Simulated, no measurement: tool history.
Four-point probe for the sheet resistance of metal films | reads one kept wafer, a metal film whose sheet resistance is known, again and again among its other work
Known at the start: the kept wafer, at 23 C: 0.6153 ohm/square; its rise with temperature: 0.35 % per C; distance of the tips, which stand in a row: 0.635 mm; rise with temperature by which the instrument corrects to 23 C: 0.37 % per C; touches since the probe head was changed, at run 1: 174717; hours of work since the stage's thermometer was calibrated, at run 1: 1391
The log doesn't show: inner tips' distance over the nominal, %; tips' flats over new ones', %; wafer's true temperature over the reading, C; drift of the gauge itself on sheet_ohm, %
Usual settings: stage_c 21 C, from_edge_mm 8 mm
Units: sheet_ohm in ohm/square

run	hour	stage_c	from_edge_mm	touches since the probe head was changed	hours of work since the stage's thermometer was calibrated	sheet_ohm
1	0	21	8	174717	1391	0.612773
# hour 44.3: new probe head fitted
2	73.3	21	8	1878	1443	0.616092
3	136.3	21	8	5960	1489	0.616165
4	197.8	21	8	9948	1534	0.61593
5	242.2	21	8	12828	1566	0.615912
6	330.4	31	8	18547	1630	0.615163
7	385.6	21	8	22123	1670	0.615817
8	440	21	57	25655	1710	0.613485
9	488.6	21	57	28801	1745	0.613523
10	567.6	21	4	33922	1803	0.621503
# hour 573.2: stage's thermometer calibrated
11	649.7	21	4	39213	56	0.620965
12	709.1	21	8	43068	99	0.614661
13	804.5	21	8	49254	168	0.614879
14	894.7	21	39	55101	234	0.612494
15	986.6	21	39	61057	301	0.612521
16	1079.2	21	39	67059	368	0.61199
# hour 1128.2: stage's thermometer calibrated, once more
17	1176.8	23	71	73358	35	0.614556
18	1253.2	20	28	78308	91	0.614751
19	1330.7	28	36	83335	147	0.613986
20	1397.7	18	8	87681	196	0.616689

The next listed run, before its measurement:
21	1490.6	26	4	93701	264	?

{"run 21": {"sheet_ohm": 0.621942}}
Without the tool's hidden state the same run would have given sheet_ohm 0.623351 ohm/square.
